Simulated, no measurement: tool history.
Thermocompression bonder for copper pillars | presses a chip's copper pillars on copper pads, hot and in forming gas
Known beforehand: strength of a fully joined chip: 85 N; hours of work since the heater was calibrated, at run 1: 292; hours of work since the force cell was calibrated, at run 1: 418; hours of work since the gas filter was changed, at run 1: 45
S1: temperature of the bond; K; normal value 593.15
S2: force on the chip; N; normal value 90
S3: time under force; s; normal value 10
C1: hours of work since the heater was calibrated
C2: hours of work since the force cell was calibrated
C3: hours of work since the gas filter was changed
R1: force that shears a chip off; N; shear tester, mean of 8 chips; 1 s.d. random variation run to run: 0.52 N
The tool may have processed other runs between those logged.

run 1 day=0 | S1=593.15 S2=90 S3=10 | C1=292 C2=418 C3=45 | R1=49.4
run 2 day=0.362 | S1=593.15 S2=90 S3=10 | C1=298 C2=424 C3=51 | R1=49.3
run 3 day=0.708 | S1=593.15 S2=90 S3=21 | C1=303 C2=429 C3=56 | R1=61.1
run 4 day=1.162 | S1=620.15 S2=90 S3=10 | C1=310 C2=436 C3=64 | R1=59.4
run 5 day=1.588 | S1=593.15 S2=90 S3=10 | C1=317 C2=443 C3=70 | R1=48.9
run 6 day=2.033 | S1=593.15 S2=90 S3=10 | C1=324 C2=450 C3=77 | R1=48.6
run 7 day=2.433 | S1=593.15 S2=90 S3=10 | C1=330 C2=456 C3=84 | R1=48.6
run 8 day=2.667 | S1=593.15 S2=90 S3=10 | C1=334 C2=460 C3=87 | R1=48.2
run 9 day=2.983 | S1=593.15 S2=90 S3=10 | C1=339 C2=465 C3=92 | R1=48.2
run 10 day=3.238 | S1=593.15 S2=90 S3=10 | C1=343 C2=469 C3=96 | R1=48.9
run 11 day=3.6 | S1=593.15 S2=90 S3=10 | C1=348 C2=474 C3=102 | R1=48.5
run 12 day=3.946 | S1=593.15 S2=90 S3=10 | C1=354 C2=480 C3=107 | R1=47.4
run 13 day=4.15 | S1=593.15 S2=90 S3=10 | C1=357 C2=483 C3=110 | R1=48.5
run 14 day=4.371 | S1=593.15 S2=77 S3=10 | C1=360 C2=486 C3=114 | R1=44.7
run 15 day=4.758 | S1=589.15 S2=90 S3=7 | C1=366 C2=492 C3=120 | R1=41.8
run 16 day=5.104 | S1=589.15 S2=90 S3=7 | C1=372 C2=498 C3=125 | R1=41.6
run 17 day=5.446 | S1=581.15 S2=67 S3=21 | C1=377 C2=503 C3=131 | R1=48.3
run 18 day=5.725 | S1=563.15 S2=80 S3=8 | C1=382 C2=508 C3=135 | R1=31.9
run 19 day=6.05 | S1=602.15 S2=90 S3=7 | C1=387 C2=513 C3=140 | R1=46.6
run 20 day=6.383 | S1=564.15 S2=113 S3=10 | C1=392 C2=518 C3=145 | R1=42
run 21 day=6.712 | S1=564.15 S2=113 S3=10 | C1=397 C2=523 C3=151 | R1=41.9
run 22 day=7.054 | S1=572.15 S2=90 S3=10 | C1=402 C2=529 C3=156 | R1=39.6
run 23 day=7.342 | S1=597.15 S2=76 S3=10 | C1=407 C2=533 C3=161 | R1=44.9
run 24 day=7.638 | S1=593.15 S2=88 S3=10 | C1=412 C2=538 C3=165 | R1=47.1
run 25 day=8.075 | S1=618.15 S2=64 S3=25 | C1=418 C2=545 C3=172 | R1=62.6
run 26 day=8.512 | S1=567.15 S2=89 S3=26 | C1=425 C2=551 C3=179 | R1=51.3
run 27 day=8.742 | S1=617.15 S2=89 S3=29 | C1=429 C2=555 C3=182 | R1=70.5
run 28 day=9.175 | S1=564.15 S2=89 S3=29 | C1=436 C2=562 C3=189 | R1=52.1

Below are 5 alternative next runs, each starting from the tool's condition after run 28. Predict each:
run A day=9.362 | S1=584.15 S2=90 S3=7 | C1=439 C2=565 C3=192 | R1=?
run B day=9.362 | S1=593.15 S2=103 S3=10 | C1=439 C2=565 C3=192 | R1=?
run C day=9.362 | S1=595.15 S2=90 S3=11 | C1=439 C2=565 C3=192 | R1=?
run D day=9.362 | S1=567.15 S2=84 S3=25 | C1=439 C2=565 C3=192 | R1=?
run E day=9.362 | S1=573.15 S2=81 S3=10 | C1=439 C2=565 C3=192 | R1=?

run=A R1=38.3
run=B R1=50.8
run=C R1=50.4
run=D R1=50.4
run=E R1=37.8
Without the tool's unlogged condition, the same runs would have read:
run=A R1=40.1
run=B R1=53.2
run=C R1=52.7
run=D R1=52.7
run=E R1=39.6

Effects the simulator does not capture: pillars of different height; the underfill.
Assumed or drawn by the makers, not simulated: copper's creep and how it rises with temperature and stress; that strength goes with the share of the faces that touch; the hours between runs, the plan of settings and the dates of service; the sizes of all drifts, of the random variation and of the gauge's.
